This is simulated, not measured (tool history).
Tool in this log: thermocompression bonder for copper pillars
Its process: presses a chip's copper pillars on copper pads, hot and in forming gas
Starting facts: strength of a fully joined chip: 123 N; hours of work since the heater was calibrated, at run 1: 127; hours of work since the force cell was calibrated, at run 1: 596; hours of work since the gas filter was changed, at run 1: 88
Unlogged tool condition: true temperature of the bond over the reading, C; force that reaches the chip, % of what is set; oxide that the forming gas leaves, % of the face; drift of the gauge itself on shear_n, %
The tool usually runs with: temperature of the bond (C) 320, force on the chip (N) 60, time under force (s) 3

run	hour	temperature of the bond (C)	force on the chip (N)	time under force (s)	hours of work since the heater was calibrated	hours of work since the force cell was calibrated	hours of work since the gas filter was changed	force that shears a chip off (N)
1	0	320	60	3	127	596	88	53
2	16.8	320	60	3	139	609	100	53.8
3	30.5	320	60	3	149	619	110	51.3
4	51.1	316	60	3	164	634	126	48.8
# hour 55.6: forming gas filter changed
5	73.1	316	60	2	180	649	13	47.1
6	91.5	320	60	3	193	663	26	55.6
7	112.2	320	60	3	209	678	41	55.6
8	136.2	320	60	3	226	696	59	53.9
9	160.2	291	60	3	244	713	77	41.3
10	174.8	291	60	2	255	724	87	33.6
11	198.5	291	60	2	272	741	105	33
12	210.7	320	90	3	281	750	114	65.2
13	230.4	320	90	3	295	765	128	65
# hour 232.4: forming gas filter changed
14	241.3	320	90	3	303	772	6	70.2
15	262	320	90	3	318	788	22	70.7
16	273.4	320	83	3	326	796	30	65.6
17	287.3	320	83	3	337	806	40	66.3
# hour 290.6: heater calibrated with a thermocouple chip
18	303.5	320	83	3	9	817	51	65.5
19	324.4	320	60	3	25	832	66	54.3
20	345.9	310	60	3	41	848	82	48.7
21	365.1	339	60	4	55	862	96	67
22	376.1	339	60	4	63	870	104	68.1
23	395.3	331	38	7	77	884	118	59
# hour 410.9: forming gas filter changed
24	417.5	317	37	2	93	900	5	35
# hour 422.6: heater calibrated with a thermocouple chip, once more
25	437.7	320	37	3	11	913	18	42.9
26	451.6	320	37	3	21	923	28	42.3
27	471.1	344	76	3	36	938	43	75.6
28	486.2	343	54	2	47	949	54	54.4
29	503.6	343	54	2	59	961	67	53.8
30	518.2	343	54	2	70	972	77	53.2
31	537.6	327	60	2	84	986	91	49.3
32	549.6	327	60	2	93	995	100	48.1
33	564.5	293	62	5	104	1006	111	50.5
34	587.9	320	48	3	121	1023	128	45.3
# hour 589.8: forming gas filter changed
35	606.5	300	51	3	134	1036	12	43.8
36	623.6	312	60	3	147	1049	25	53.3
37	634.9	339	78	2	155	1057	33	66.3
38	648.8	320	60	2	165	1067	43	47.1
39	672.4	298	53	2	183	1085	61	33.9
40	682.8	298	53	2	190	1092	68	35.9

Here are 4 independent what-if runs from the current tool condition. What would each one return?
A	703.3	296	72	7	205	1107	83	?
B	703.3	343	60	2	205	1107	83	?
C	703.3	298	39	8	205	1107	83	?
D	703.3	318	83	2	205	1107	83	?

run	force that shears a chip off (N)
A	65.2
B	56.6
C	50.4
D	55.6
Stripped of hidden state, with their random variation kept, the same runs would have yielded:
run	force that shears a chip off (N)
A	70.5
B	61.6
C	54.6
D	60.4
